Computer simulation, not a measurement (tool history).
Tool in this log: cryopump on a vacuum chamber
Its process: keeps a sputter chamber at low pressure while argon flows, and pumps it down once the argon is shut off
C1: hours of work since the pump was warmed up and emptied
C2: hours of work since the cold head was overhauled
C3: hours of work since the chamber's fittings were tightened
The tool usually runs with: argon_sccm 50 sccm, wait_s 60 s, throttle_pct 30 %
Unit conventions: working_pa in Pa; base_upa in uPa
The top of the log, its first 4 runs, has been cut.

Run 5, hour 82.2: usual settings; C1 320; C2 781; C3 488. Result: working_pa 0.1347 Pa, base_upa 0.64 uPa.
Run 6, hour 108.8: usual settings; C1 338; C2 798; C3 505. Result: working_pa 0.1355 Pa, base_upa 0.64 uPa.
Run 7, hour 137.5: usual settings but argon_sccm 38 sccm; C1 356; C2 817; C3 524. Result: working_pa 0.1038 Pa, base_upa 0.70 uPa.
Run 8, hour 150.5: usual settings; C1 365; C2 826; C3 532. Result: working_pa 0.1365 Pa, base_upa 0.68 uPa.
Run 9, hour 170.0: usual settings; C1 377; C2 838; C3 545. Result: working_pa 0.1378 Pa, base_upa 0.67 uPa.
Run 10, hour 191.7: usual settings; C1 391; C2 852; C3 559. Result: working_pa 0.1385 Pa, base_upa 0.72 uPa.
Run 11, hour 210.2: usual settings; C1 403; C2 864; C3 571. Result: working_pa 0.1377 Pa, base_upa 0.77 uPa.
Run 12, hour 225.2: usual settings but throttle_pct 59 %; C1 413; C2 874; C3 581. Result: working_pa 0.0785 Pa, base_upa 0.75 uPa.
Run 13, hour 251.6: usual settings but throttle_pct 59 %; C1 430; C2 891; C3 598. Result: working_pa 0.0783 Pa, base_upa 0.73 uPa.
Run 14, hour 271.8: usual settings but throttle_pct 59 %; C1 444; C2 904; C3 611. Result: working_pa 0.0799 Pa, base_upa 0.74 uPa.
At hour 279.3: pump warmed up, emptied and cooled again.
Run 15, hour 303.9: usual settings but throttle_pct 59 %; C1 16; C2 922; C3 629. Result: working_pa 0.0646 Pa, base_upa 0.65 uPa.
Run 16, hour 321.4: usual settings but wait_s 201 s; C1 27; C2 934; C3 640. Result: working_pa 0.1250 Pa, base_upa 0.41 uPa.
Run 17, hour 346.3: usual settings but argon_sccm 91 sccm, wait_s 39 s, throttle_pct 31 %; C1 44; C2 950; C3 656. Result: working_pa 0.2218 Pa, base_upa 0.85 uPa.
Run 18, hour 360.2: usual settings but argon_sccm 38 sccm, wait_s 225 s; C1 53; C2 959; C3 665. Result: working_pa 0.0959 Pa, base_upa 0.43 uPa.
Run 19, hour 388.3: usual settings but argon_sccm 63 sccm, wait_s 159 s, throttle_pct 34 %; C1 71; C2 977; C3 684. Result: working_pa 0.1407 Pa, base_upa 0.46 uPa.
Run 20, hour 416.0: usual settings but argon_sccm 100 sccm, wait_s 34 s, throttle_pct 48 %; C1 89; C2 995; C3 702. Result: working_pa 0.1601 Pa, base_upa 0.89 uPa.

For run 21, what comes out?
Run 21, hour 432.4: usual settings but argon_sccm 34 sccm, wait_s 30 s, throttle_pct 48 %; C1 100; C2 1006; C3 712. Result: working_pa ?, base_upa ?.

{"run 21": {"working_pa": 0.0544, "base_upa": 1.02}}
The same run, on a tool lacking any hidden state, would have yielded working_pa 0.0523 Pa, base_upa 0.77 uPa.
